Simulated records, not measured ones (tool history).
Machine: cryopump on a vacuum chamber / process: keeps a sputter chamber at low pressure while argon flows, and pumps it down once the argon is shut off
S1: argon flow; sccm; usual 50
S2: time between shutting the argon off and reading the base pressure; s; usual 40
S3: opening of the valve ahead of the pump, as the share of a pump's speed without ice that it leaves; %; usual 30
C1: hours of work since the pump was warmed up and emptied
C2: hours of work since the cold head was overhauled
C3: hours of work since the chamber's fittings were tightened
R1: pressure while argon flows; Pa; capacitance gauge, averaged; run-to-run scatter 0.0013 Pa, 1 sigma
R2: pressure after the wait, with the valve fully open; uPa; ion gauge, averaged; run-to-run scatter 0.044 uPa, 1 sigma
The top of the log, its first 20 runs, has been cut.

run    hour  S1   S2  S3   C1    C2    C3      R1    R2
 21   673.4  82  141  30  251   864   925  0.5132  2.51
 22   715.1  82  141  30  268   881   942  0.5155   2.7
 23   736.8  77   87  29  277   890   951  0.4984  3.08
 24     782  77   87  29  295   908   970  0.5015     3
 25   824.5  58   59  24  312   925   987  0.4478  3.67
 26   845.2  37  228  15  321   934   995  0.4547  2.49
 27   887.4  37  228  15  338   951  1012  0.4533  2.56
 28   931.1  62   34  57  356   969  1030  0.2157   5.1
 29   955.6  62   34  57  366   979  1040  0.2165  5.01
 30   995.5  62   34  57  382   995  1056  0.2172  4.97
 31  1033.2  38   94  30  397  1010  1072  0.2426   3.3
 32  1069.5  38   94  30  412  1025  1086  0.2446   3.4
 33  1107.6  32   94  30  428  1041  1102  0.2051  3.39
 34  1132.9  50   34  34  438  1051  1112  0.2822  5.11

Predict each of these 3 candidate next runs independently; none follows another, all start after run 34:
  A  1152.4  50  116  30  446  1059  1120   ?   ?
  B  1152.4  50   34  42  446  1059  1120   ?   ?
  C  1152.4  35  224  30  446  1059  1120   ?   ?

run      R1    R2
  A  0.3211  3.33
  B   0.235  5.16
  C  0.2255  2.76
With no hidden state in the tool, these same runs would have given:
run      R1    R2
  A  0.2999  1.15
  B  0.2138  3.04
  C  0.2105  0.69
